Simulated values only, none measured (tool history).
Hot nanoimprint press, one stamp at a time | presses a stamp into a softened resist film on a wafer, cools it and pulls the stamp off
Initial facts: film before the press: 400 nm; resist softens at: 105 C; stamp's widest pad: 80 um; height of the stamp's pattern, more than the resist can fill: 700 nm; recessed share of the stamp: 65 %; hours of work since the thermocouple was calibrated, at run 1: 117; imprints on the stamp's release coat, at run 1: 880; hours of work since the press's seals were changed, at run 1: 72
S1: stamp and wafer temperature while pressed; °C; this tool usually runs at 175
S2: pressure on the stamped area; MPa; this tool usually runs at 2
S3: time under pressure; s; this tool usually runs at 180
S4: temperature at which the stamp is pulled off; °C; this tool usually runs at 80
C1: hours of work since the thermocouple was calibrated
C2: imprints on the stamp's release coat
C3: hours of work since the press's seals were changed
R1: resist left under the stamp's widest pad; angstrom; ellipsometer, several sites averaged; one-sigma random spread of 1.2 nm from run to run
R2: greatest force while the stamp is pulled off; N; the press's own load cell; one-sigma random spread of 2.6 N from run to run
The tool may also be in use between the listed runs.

run	day	S1	S2	S3	S4	C1	C2	C3	R1	R2
1	0	175	2	180	80	117	880	72	1782	145
2	1.879	175	2	180	80	141	1058	96	1764	155
3	3.658	175	2	180	80	164	1226	118	1793	154
4	5.954	175	2	180	80	193	1443	147	1795	158
5	8.054	175	2	180	80	219	1642	174	1798	167
6	10.304	175	2	180	80	248	1854	202	1809	179
7	12.383	175	2	180	70	274	2051	228	1850	204
# day 13.304: plate thermocouple calibrated
# day 13.554: stamp cleaned and given a new release coat
8	13.933	175	2	180	82	5	35	243	1736	116
9	15.988	175	1.24	180	80	31	230	269	2189	122
10	17.192	175	2	246	80	46	344	284	1575	128
11	19.296	175	2	180	80	73	543	311	1773	132
12	20.95	175	2	180	80	93	699	332	1791	141
13	22.467	175	2	180	80	113	842	351	1786	141
14	23.65	175	2	180	80	127	954	366	1805	149
15	25.912	175	2	180	80	156	1168	395	1802	153
16	28.204	175	2	125	80	185	1385	424	2072	159
17	29.804	172	2.44	193	80	205	1537	444	1798	167
18	31.708	183	2	180	81	229	1717	468	1412	169
19	33.788	163	1.83	152	73	256	1913	494	2893	184
20	35.592	178	2	180	71	278	2084	517	1658	206
# day 36.129: plate thermocouple calibrated
# day 36.379: stamp cleaned and given a new release coat
21	38.021	186	2.82	180	80	21	155	543	1066	125
22	40.329	164	2	314	80	50	374	572	2154	128
23	42.567	164	2	314	80	78	586	600	2177	137
24	44.208	164	2	354	80	99	740	621	2065	136
25	45.683	175	2.59	349	72	118	880	640	1240	160

Alternative continuations, all from the tool just after run 25; predict every row:
A	47.746	175	3.01	101	72	144	1075	666	?	?
B	47.746	186	2.59	152	68	144	1075	666	?	?
C	47.746	175	2.13	322	82	144	1075	666	?	?
D	47.746	175	2	258	80	144	1075	666	?	?
E	47.746	175	2.24	127	80	144	1075	666	?	?

run	R1	R2
A	1898	165
B	1231	172
C	1416	145
D	1594	150
E	1987	151
Had the tool no hidden state, the same runs would have come out as:
run	R1	R2
A	1809	130
B	1176	136
C	1354	114
D	1529	118
E	1909	119
